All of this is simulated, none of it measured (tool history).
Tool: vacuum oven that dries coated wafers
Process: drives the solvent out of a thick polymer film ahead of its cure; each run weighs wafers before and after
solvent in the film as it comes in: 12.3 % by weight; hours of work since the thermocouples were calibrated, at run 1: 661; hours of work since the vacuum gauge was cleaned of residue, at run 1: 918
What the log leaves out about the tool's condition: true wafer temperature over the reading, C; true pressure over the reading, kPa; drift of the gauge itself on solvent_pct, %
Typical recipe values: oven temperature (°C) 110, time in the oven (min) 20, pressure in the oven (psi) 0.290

| run | hour | oven temperature (°C) | time in the oven (min) | pressure in the oven (psi) | hours of work since the thermocouples were calibrated | hours of work since the vacuum gauge was cleaned of residue | solvent left in the film (%) |
|---|---|---|---|---|---|---|---|
| 1 | 0.0 | 110 | 20 | 0.290 | 661 | 918 | 1.76 |
| 2 | 30.1 | 110 | 20 | 0.290 | 674 | 931 | 1.89 |
| 3 | 68.3 | 110 | 20 | 0.290 | 690 | 948 | 1.77 |
| 4 | 90.4 | 110 | 20 | 0.248 | 700 | 958 | 1.64 |
| 5 | 137.1 | 110 | 20 | 0.248 | 720 | 978 | 1.58 |
| 6 | 180.1 | 110 | 20 | 0.248 | 739 | 997 | 1.60 |
| 7 | 217.4 | 110 | 20 | 0.254 | 755 | 1013 | 1.68 |
| 8 | 256.5 | 110 | 20 | 0.254 | 772 | 1030 | 1.73 |
| 9 | 302.6 | 110 | 20 | 0.254 | 792 | 1050 | 1.58 |
| 10 | 350.7 | 110 | 20 | 0.254 | 813 | 1071 | 1.73 |
| 11 | 393.3 | 110 | 20 | 0.254 | 832 | 1089 | 1.70 |
| 12 | 416.7 | 110 | 11 | 0.290 | 842 | 1099 | 3.01 |
| 13 | 446.6 | 110 | 20 | 0.290 | 855 | 1112 | 1.85 |
| 14 | 487.7 | 110 | 20 | 0.290 | 873 | 1130 | 1.83 |
| 15 | 527.6 | 110 | 20 | 0.290 | 890 | 1147 | 1.83 |
| 16 | 562.5 | 110 | 20 | 0.229 | 905 | 1163 | 1.57 |
| 17 | 606.7 | 110 | 20 | 0.229 | 924 | 1182 | 1.64 |
| 18 | 641.9 | 110 | 20 | 0.229 | 939 | 1197 | 1.71 |
| 19 | 693.3 | 120 | 20 | 0.229 | 962 | 1219 | 1.04 |
| 20 | 747.6 | 120 | 20 | 0.229 | 985 | 1243 | 1.07 |
| 21 | 785.4 | 110 | 12 | 0.290 | 1002 | 1259 | 2.70 |
| 22 | 810.2 | 110 | 20 | 0.199 | 1013 | 1270 | 1.51 |
| 23 | 836.7 | 110 | 15 | 0.290 | 1024 | 1282 | 2.47 |
| 24 | 861.5 | 110 | 15 | 0.290 | 1035 | 1292 | 2.26 |
| 25 | 906.0 | 100 | 30 | 1.031 | 1054 | 1312 | 6.83 |
| 26 | 943.8 | 101 | 20 | 0.956 | 1071 | 1328 | 6.61 |
|  | 968.4 | oven's thermocouples calibrated |
| 27 | 971.4 | 120 | 20 | 0.956 | 1 | 1339 | 2.82 |
| 28 | 1012.0 | 120 | 11 | 0.638 | 19 | 1357 | 2.39 |
| 29 | 1064.9 | 110 | 35 | 0.218 | 42 | 1380 | 1.36 |
| 30 | 1096.3 | 110 | 35 | 0.218 | 56 | 1393 | 1.22 |
| 31 | 1144.9 | 110 | 35 | 0.218 | 77 | 1415 | 1.31 |
| 32 | 1175.1 | 99 | 35 | 0.218 | 90 | 1428 | 2.21 |
| 33 | 1218.1 | 108 | 12 | 0.290 | 108 | 1446 | 3.06 |
| 34 | 1259.9 | 114 | 12 | 0.734 | 127 | 1464 | 3.46 |
| 35 | 1298.7 | 114 | 12 | 0.734 | 143 | 1481 | 3.46 |
| 36 | 1321.7 | 123 | 20 | 0.202 | 153 | 1491 | 0.72 |
| 37 | 1355.5 | 123 | 20 | 0.202 | 168 | 1506 | 0.83 |
| 38 | 1381.7 | 108 | 20 | 0.290 | 179 | 1517 | 2.08 |
| 39 | 1420.6 | 108 | 20 | 0.290 | 196 | 1534 | 2.09 |
| 40 | 1453.9 | 103 | 13 | 0.651 | 211 | 1549 | 5.40 |
| 41 | 1496.5 | 98 | 20 | 0.312 | 229 | 1567 | 3.88 |
| 42 | 1528.8 | 123 | 17 | 0.912 | 243 | 1581 | 2.69 |
| 43 | 1554.2 | 116 | 11 | 0.653 | 254 | 1592 | 3.15 |
| 44 | 1591.9 | 109 | 23 | 0.290 | 271 | 1609 | 1.96 |
| 45 | 1644.5 | 109 | 22 | 0.483 | 294 | 1632 | 2.68 |
| 46 | 1677.2 | 109 | 22 | 0.483 | 308 | 1646 | 2.75 |

Pick out some run-to-run changes in solvent left in the film (%). Of each, how much would a tool without hidden state show as well, from the settings, what came in and chance, and how much is left for the hidden state and any gauge scatter not in both results compared?
Run 24 -> 25: oven temperature (°C) 110 -> 100, time in the oven (min) 15 -> 30, pressure in the oven (psi) 0.290 -> 1.031. solvent left in the film (%) +4.57: hidden state +0.28, all else +4.29.
Run 26 -> 27: oven temperature (°C) 101 -> 120, oven's thermocouples calibrated. solvent left in the film (%) -3.79: hidden state -0.48, all else -3.31.
Run 39 -> 40: oven temperature (°C) 108 -> 103, time in the oven (min) 20 -> 13, pressure in the oven (psi) 0.290 -> 0.651. solvent left in the film (%) +3.31: hidden state -0.01, all else +3.32.
Run 41 -> 42: oven temperature (°C) 98 -> 123, time in the oven (min) 20 -> 17, pressure in the oven (psi) 0.312 -> 0.912. solvent left in the film (%) -1.19: hidden state -0.26, all else -0.93.
